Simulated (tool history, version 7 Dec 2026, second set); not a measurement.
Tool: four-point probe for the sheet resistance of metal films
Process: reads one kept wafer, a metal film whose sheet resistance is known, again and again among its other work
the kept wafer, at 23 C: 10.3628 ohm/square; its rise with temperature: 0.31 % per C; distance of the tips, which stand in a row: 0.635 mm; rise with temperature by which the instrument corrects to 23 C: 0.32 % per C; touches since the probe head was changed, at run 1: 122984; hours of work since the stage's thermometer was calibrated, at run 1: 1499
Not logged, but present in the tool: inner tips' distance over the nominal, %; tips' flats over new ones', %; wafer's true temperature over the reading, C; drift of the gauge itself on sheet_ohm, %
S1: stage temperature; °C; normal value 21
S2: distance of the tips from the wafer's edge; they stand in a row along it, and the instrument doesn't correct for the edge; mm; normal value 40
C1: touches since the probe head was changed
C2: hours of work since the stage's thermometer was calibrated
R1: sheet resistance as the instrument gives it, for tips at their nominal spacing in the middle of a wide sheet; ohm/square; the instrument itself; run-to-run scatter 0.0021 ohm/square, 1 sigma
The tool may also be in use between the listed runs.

run,hour,S1,S2,C1,C2,R1
1,0,21,40,122984,1499,10.486662
2,55.3,21,3,124595,1527,10.735763
3,168.8,21,3,127902,1584,10.739009
4,243.2,21,3,130073,1622,10.741252
5,339.3,20,40,132872,1670,10.49854
6,443.2,27,40,135901,1723,10.494913
7,522.3,27,40,138208,1763,10.492419
8,609.3,27,40,140742,1807,10.491704
9,698.1,20,40,143332,1852,10.507793
10,773.7,20,40,145536,1890,10.510081
11,848.1,20,40,147704,1927,10.507164
12,899.5,28,40,149202,1953,10.499442
13,976.9,28,40,151458,1992,10.500615
14,1058.9,28,40,153847,2034,10.500252
15,1129.1,28,40,155893,2069,10.506571
16,1182.3,21,40,157444,2096,10.514054
17,1288.5,21,5,160541,2150,10.613078
18,1372.7,21,5,162994,2192,10.612333
19,1463.7,21,40,165648,2238,10.52674
20,1538.2,21,40,167817,2276,10.524523
# hour 1546.6: stage's thermometer calibrated
21,1596,21,14,169490,25,10.510014
22,1693.7,21,6,172337,74,10.563921
23,1786.3,21,6,175035,121,10.568116
24,1900.9,28,10,178375,179,10.519525
25,2014.1,25,64,181676,236,10.502928
26,2126.4,22,15,184949,293,10.521455
27,2219.5,29,37,187663,340,10.501806
28,2290.9,30,17,189743,376,10.51276
29,2351.6,34,21,191511,407,10.505866
30,2402.8,21,5,193004,432,10.612004
31,2482.5,21,5,195329,473,10.61665
32,2598.1,18,46,198697,531,10.526712
33,2713.5,19,20,202063,589,10.534895
34,2787.9,34,22,204231,627,10.513935
35,2836.8,34,3,205655,652,10.761271
36,2934.5,29,3,208504,701,10.770251
37,3015,21,4,210851,742,10.671383
38,3097.7,22,7,213261,783,10.581621
39,3193.6,22,7,216056,832,10.583908
40,3283.8,22,7,218685,877,10.588017
41,3370.8,22,7,221221,921,10.584295
42,3482.5,32,10,224476,978,10.555772
43,3553.7,26,71,226552,1014,10.536942
44,3657,30,19,229561,1066,10.542956

A few steps of R1 between consecutive runs. Split each: what settings, incoming material and random variation would produce without the hidden state, and what is left over for the hidden state, along with gauge scatter present in only one of the two compared results (measured, and without hidden state):
Run 1 -> 2: S2 40 -> 3. R1 +0.249101 ohm/square: hidden state +0.004062, all else +0.245039.
Run 4 -> 5: S1 21 -> 20, S2 3 -> 40. R1 -0.242712 ohm/square: hidden state -0.000559, all else -0.242153.
Run 20 -> 21: S2 40 -> 14, stage's thermometer calibrated. R1 -0.014509 ohm/square: hidden state -0.024052, all else +0.009543.
Run 34 -> 35: S2 22 -> 3. R1 +0.247336 ohm/square: hidden state +0.004761, all else +0.242575.
